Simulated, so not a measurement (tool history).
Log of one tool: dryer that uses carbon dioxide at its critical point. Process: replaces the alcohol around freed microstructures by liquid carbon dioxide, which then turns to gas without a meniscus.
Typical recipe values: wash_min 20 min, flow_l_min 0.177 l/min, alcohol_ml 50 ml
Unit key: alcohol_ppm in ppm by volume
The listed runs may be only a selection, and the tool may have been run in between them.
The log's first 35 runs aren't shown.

| run | day | wash_min | flow_l_min | alcohol_ml | alcohol_ppm |
|---|---|---|---|---|---|
| 36 | 12.229 | 12 | 0.177 | 26 | 1932 |
| 37 | 12.721 | 20 | 0.251 | 50 | 158 |
| 38 | 13.1 | 20 | 0.251 | 106 | 195 |
| 39 | 13.517 | 29 | 0.294 | 50 | 116 |
| 40 | 13.954 | 18 | 0.116 | 62 | 4673 |
| 41 | 14.467 | 20 | 0.149 | 50 | 1061 |
| 42 | 14.833 | 20 | 0.149 | 50 | 1029 |
| 43 | 15.362 | 21 | 0.126 | 50 | 1692 |
| 44 | 15.904 | 21 | 0.126 | 50 | 1722 |
| 45 | 16.292 | 21 | 0.126 | 50 | 1720 |

4 options for the next run, each taken on its own from the tool as it stands now. Forecast them:
| A | 16.758 | 32 | 0.134 | 40 | ? |
| B | 16.758 | 13 | 0.246 | 23 | ? |
| C | 16.758 | 20 | 0.109 | 25 | ? |
| D | 16.758 | 14 | 0.177 | 50 | ? |

| run | alcohol_ppm |
|---|---|
| A | 232 |
| B | 489 |
| C | 1752 |
| D | 2305 |
Stripped of hidden state, with their random variation kept, the same runs would have yielded:
| run | alcohol_ppm |
|---|---|
| A | 79 |
| B | 290 |
| C | 1383 |
| D | 1815 |
